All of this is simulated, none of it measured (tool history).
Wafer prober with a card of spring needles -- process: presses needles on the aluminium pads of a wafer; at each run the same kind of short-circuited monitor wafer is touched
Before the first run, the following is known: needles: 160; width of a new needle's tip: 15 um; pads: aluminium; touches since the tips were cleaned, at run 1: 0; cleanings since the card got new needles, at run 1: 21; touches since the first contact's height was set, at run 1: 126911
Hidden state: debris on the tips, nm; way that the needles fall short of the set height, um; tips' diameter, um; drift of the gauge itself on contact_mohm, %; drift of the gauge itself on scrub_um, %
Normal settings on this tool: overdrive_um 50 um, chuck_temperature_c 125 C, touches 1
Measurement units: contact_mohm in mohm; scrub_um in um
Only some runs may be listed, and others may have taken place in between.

run	hour	overdrive_um	chuck_temperature_c	touches	touches since the tips were cleaned	cleanings since the card got new needles	touches since the first contact's height was set	contact_mohm	scrub_um
1	0.0	50	125	1	0	21	126911	160	10.61
# hour 9.3: tips cleaned on abrasive film
# hour 18.6: tips cleaned on abrasive film
# hour 26.1: tips cleaned on abrasive film
# hour 35.4: tips cleaned on abrasive film
# hour 42.9: tips cleaned on abrasive film
# hour 51.7: tips cleaned on abrasive film
2	51.7	70	125	1	0	27	162503	144	14.94
# hour 61.0: tips cleaned on abrasive film
# hour 70.3: tips cleaned on abrasive film
# hour 77.8: tips cleaned on abrasive film
# hour 87.1: tips cleaned on abrasive film
# hour 96.5: tips cleaned on abrasive film
# hour 103.9: tips cleaned on abrasive film
# hour 113.2: tips cleaned on abrasive film
3	113.6	50	125	1	271	34	205125	216	10.42
# hour 121.1: tips cleaned on abrasive film
# hour 130.4: tips cleaned on abrasive film
# hour 134.4: height of the first contact set anew
# hour 140.0: tips cleaned on abrasive film
# hour 149.4: tips cleaned on abrasive film
# hour 158.7: tips cleaned on abrasive film
# hour 168.0: tips cleaned on abrasive film
4	170.4	50	125	1	1684	40	24785	353	11.01
# hour 176.0: tips cleaned on abrasive film
# hour 185.3: tips cleaned on abrasive film
# hour 194.7: tips cleaned on abrasive film
# hour 204.0: tips cleaned on abrasive film
# hour 213.3: tips cleaned on abrasive film
5	216.8	50	125	1	2427	45	56730	400	10.82
# hour 222.4: tips cleaned on abrasive film
# hour 231.7: tips cleaned on abrasive film
# hour 241.0: tips cleaned on abrasive film
# hour 248.5: tips cleaned on abrasive film
# hour 256.0: tips cleaned on abrasive film
6	256.3	62	125	1	194	50	83876	184	13.35
# hour 263.7: tips cleaned on abrasive film
# hour 271.2: tips cleaned on abrasive film
# hour 280.5: tips cleaned on abrasive film
# hour 288.0: tips cleaned on abrasive film
# hour 289.9: tips cleaned on abrasive film, once more
# hour 297.4: tips cleaned on abrasive film
# hour 304.9: tips cleaned on abrasive film
# hour 314.2: tips cleaned on abrasive film
7	318.0	62	125	1	2669	58	126329	320	13.33
# hour 321.8: tips cleaned on abrasive film
# hour 329.3: tips cleaned on abrasive film
# hour 338.6: tips cleaned on abrasive film
# hour 347.9: tips cleaned on abrasive film
# hour 355.4: tips cleaned on abrasive film
# hour 364.7: tips cleaned on abrasive film
8	369.4	50	125	1	3235	64	161655	462	10.56
# hour 373.2: tips cleaned on abrasive film
# hour 382.5: tips cleaned on abrasive film
# hour 391.8: tips cleaned on abrasive film
# hour 401.1: tips cleaned on abrasive film
9	403.9	50	37	2	1927	68	185400	318	10.77
# hour 409.5: tips cleaned on abrasive film
# hour 418.8: tips cleaned on abrasive film
# hour 428.1: tips cleaned on abrasive film
# hour 437.5: tips cleaned on abrasive film
10	442.3	50	92	1	3395	72	211896	483	10.42
# hour 446.1: tips cleaned on abrasive film
# hour 453.8: height of the first contact set anew
# hour 455.7: tips cleaned on abrasive film
# hour 465.1: tips cleaned on abrasive film
# hour 472.5: tips cleaned on abrasive film
# hour 481.8: tips cleaned on abrasive film
# hour 489.3: tips cleaned on abrasive film
# hour 496.8: tips cleaned on abrasive film
11	498.2	53	62	1	984	79	30503	326	11.54
# hour 505.7: tips cleaned on abrasive film
# hour 513.1: tips cleaned on abrasive film
# hour 520.6: tips cleaned on abrasive film
12	525.7	53	62	2	3511	82	49415	328	11.68
# hour 529.4: tips cleaned on abrasive film
# hour 538.8: tips cleaned on abrasive film
# hour 548.1: tips cleaned on abrasive film
# hour 555.6: tips cleaned on abrasive film
# hour 564.9: tips cleaned on abrasive film
# hour 574.2: tips cleaned on abrasive film
# hour 581.7: tips cleaned on abrasive film
13	583.9	36	125	1	1576	89	89492	623	7.72
# hour 589.6: tips cleaned on abrasive film
# hour 598.9: tips cleaned on abrasive film
# hour 608.2: tips cleaned on abrasive film
# hour 615.7: tips cleaned on abrasive film
# hour 625.0: tips cleaned on abrasive film
14	627.5	36	125	1	1726	94	119453	678	7.68

Here are 5 independent what-if runs from the current tool condition. What would each one return?
# hour 633.1: tips cleaned on abrasive film
# hour 642.4: tips cleaned on abrasive film
# hour 649.9: tips cleaned on abrasive film
# hour 657.3: tips cleaned on abrasive film
# hour 666.1: tips cleaned on abrasive film
A	666.1	53	60	1	0	99	146036	?	?
# hour 633.1: tips cleaned on abrasive film
# hour 642.4: tips cleaned on abrasive film
# hour 649.9: tips cleaned on abrasive film
# hour 657.3: tips cleaned on abrasive film
# hour 666.1: tips cleaned on abrasive film
B	666.1	36	33	1	0	99	146036	?	?
# hour 633.1: tips cleaned on abrasive film
# hour 642.4: tips cleaned on abrasive film
# hour 649.9: tips cleaned on abrasive film
# hour 657.3: tips cleaned on abrasive film
# hour 666.1: tips cleaned on abrasive film
C	666.1	39	74	1	0	99	146036	?	?
# hour 633.1: tips cleaned on abrasive film
# hour 642.4: tips cleaned on abrasive film
# hour 649.9: tips cleaned on abrasive film
# hour 657.3: tips cleaned on abrasive film
# hour 666.1: tips cleaned on abrasive film
D	666.1	36	125	3	0	99	146036	?	?
# hour 633.1: tips cleaned on abrasive film
# hour 642.4: tips cleaned on abrasive film
# hour 649.9: tips cleaned on abrasive film
# hour 657.3: tips cleaned on abrasive film
# hour 666.1: tips cleaned on abrasive film
E	666.1	50	54	2	0	99	146036	?	?

run	contact_mohm	scrub_um
A	157	11.31
B	206	7.55
C	198	8.22
D	177	7.68
E	152	10.56
Had the tool no hidden state, the same runs would have come out as:
run	contact_mohm	scrub_um
A	121	11.67
B	129	7.91
C	135	8.58
D	147	8.04
E	125	10.92

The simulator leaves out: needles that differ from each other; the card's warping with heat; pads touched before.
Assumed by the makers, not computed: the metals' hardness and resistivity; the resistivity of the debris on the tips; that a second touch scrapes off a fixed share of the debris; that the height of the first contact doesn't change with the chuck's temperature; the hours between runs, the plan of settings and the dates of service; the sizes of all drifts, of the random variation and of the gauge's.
